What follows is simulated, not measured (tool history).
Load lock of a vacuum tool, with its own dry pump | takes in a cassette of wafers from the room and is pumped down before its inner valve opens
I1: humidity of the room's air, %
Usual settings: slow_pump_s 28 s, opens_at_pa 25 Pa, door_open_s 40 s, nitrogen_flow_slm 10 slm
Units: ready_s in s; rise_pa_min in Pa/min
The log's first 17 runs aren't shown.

Run 18, hour 5095.4: usual settings but opens_at_pa 19 Pa, door_open_s 52 s; I1 45.6. Result: ready_s 52.4 s, rise_pa_min 0.12 Pa/min.
Run 19, hour 5317.6: usual settings; I1 46.4. Result: ready_s 51.7 s, rise_pa_min 0.122 Pa/min.
Run 20, hour 5630.9: usual settings but slow_pump_s 33 s, nitrogen_flow_slm 4 slm; I1 46.3. Result: ready_s 55.9 s, rise_pa_min 0.133 Pa/min.
Run 21, hour 5847.4: usual settings but slow_pump_s 33 s, nitrogen_flow_slm 4 slm; I1 46.3. Result: ready_s 55.7 s, rise_pa_min 0.139 Pa/min.
Run 22, hour 6063.8: usual settings but slow_pump_s 33 s, nitrogen_flow_slm 4 slm; I1 42.5. Result: ready_s 55.4 s, rise_pa_min 0.136 Pa/min.
Run 23, hour 6326: usual settings but slow_pump_s 48 s, opens_at_pa 50 Pa, door_open_s 43 s; I1 42.6. Result: ready_s 65.2 s, rise_pa_min 0.142 Pa/min.
Run 24, hour 6729.2: usual settings but opens_at_pa 19 Pa, door_open_s 39 s; I1 41.2. Result: ready_s 52.7 s, rise_pa_min 0.142 Pa/min.
Run 25, hour 7056.5: usual settings but slow_pump_s 34 s, opens_at_pa 42 Pa, door_open_s 118 s; I1 45.6. Result: ready_s 54.7 s, rise_pa_min 0.162 Pa/min.
Run 26, hour 7423: usual settings but slow_pump_s 34 s, opens_at_pa 42 Pa, door_open_s 118 s; I1 46.3. Result: ready_s 54.7 s, rise_pa_min 0.18 Pa/min.
Run 27, hour 7720.6: usual settings but slow_pump_s 49 s, opens_at_pa 42 Pa, door_open_s 118 s, nitrogen_flow_slm 22 slm; I1 44. Result: ready_s 66.9 s, rise_pa_min 0.171 Pa/min.
Run 28, hour 8094: usual settings but slow_pump_s 31 s, opens_at_pa 22 Pa, door_open_s 33 s, nitrogen_flow_slm 8 slm; I1 45.3. Result: ready_s 54.5 s, rise_pa_min 0.175 Pa/min.
Run 29, hour 8501.6: usual settings but slow_pump_s 29 s, opens_at_pa 31 Pa, door_open_s 125 s, nitrogen_flow_slm 19 slm; I1 49.2. Result: ready_s 52.1 s, rise_pa_min 0.197 Pa/min.
Run 30, hour 8881: usual settings but slow_pump_s 29 s, opens_at_pa 31 Pa, door_open_s 125 s, nitrogen_flow_slm 19 slm; I1 48.1. Result: ready_s 52.1 s, rise_pa_min 0.204 Pa/min.
Run 31, hour 9314.2: usual settings but nitrogen_flow_slm 19 slm; I1 45.4. Result: ready_s 51.8 s, rise_pa_min 0.201 Pa/min.
Run 32, hour 9723.4: usual settings but opens_at_pa 40 Pa, nitrogen_flow_slm 19 slm; I1 46.8. Result: ready_s 50.4 s, rise_pa_min 0.206 Pa/min.
Run 33, hour 10154.7: usual settings but opens_at_pa 27 Pa, door_open_s 149 s; I1 49.3. Result: ready_s 51.9 s, rise_pa_min 0.244 Pa/min.
Run 34, hour 10393.4: usual settings but opens_at_pa 27 Pa, door_open_s 149 s; I1 45.2. Result: ready_s 51.9 s, rise_pa_min 0.254 Pa/min.
Run 35, hour 10617.5: usual settings but slow_pump_s 55 s, opens_at_pa 21 Pa, door_open_s 63 s, nitrogen_flow_slm 5 slm; I1 42.5. Result: ready_s 74.5 s, rise_pa_min 0.243 Pa/min.
Run 36, hour 11053.8: usual settings but slow_pump_s 16 s, opens_at_pa 28 Pa, door_open_s 67 s, nitrogen_flow_slm 5 slm; I1 46.2. Result: ready_s 41.9 s, rise_pa_min 0.257 Pa/min.
Run 37, hour 11490: usual settings but slow_pump_s 31 s; I1 43.5. Result: ready_s 54.8 s, rise_pa_min 0.252 Pa/min.
Run 38, hour 11881.1: usual settings but slow_pump_s 31 s; I1 47.4. Result: ready_s 54.5 s, rise_pa_min 0.274 Pa/min.

3 ways to go on from here, each from the tool as it stands after run 38. What would each give?
Run A, hour 12230: usual settings but door_open_s 63 s; I1 42.2. Result: ready_s ?, rise_pa_min ?.
Run B, hour 12230: usual settings but slow_pump_s 21 s, opens_at_pa 19 Pa, door_open_s 173 s; I1 47.4. Result: ready_s ?, rise_pa_min ?.
Run C, hour 12230: usual settings but door_open_s 131 s; I1 45.9. Result: ready_s ?, rise_pa_min ?.

run  ready_s  rise_pa_min
  A     52.3        0.282
  B     47.7        0.306
  C     52.4        0.288
Without the tool's hidden state the same runs would have given:
run  ready_s  rise_pa_min
  A     50.8        0.035
  B       46        0.059
  C     50.8        0.044
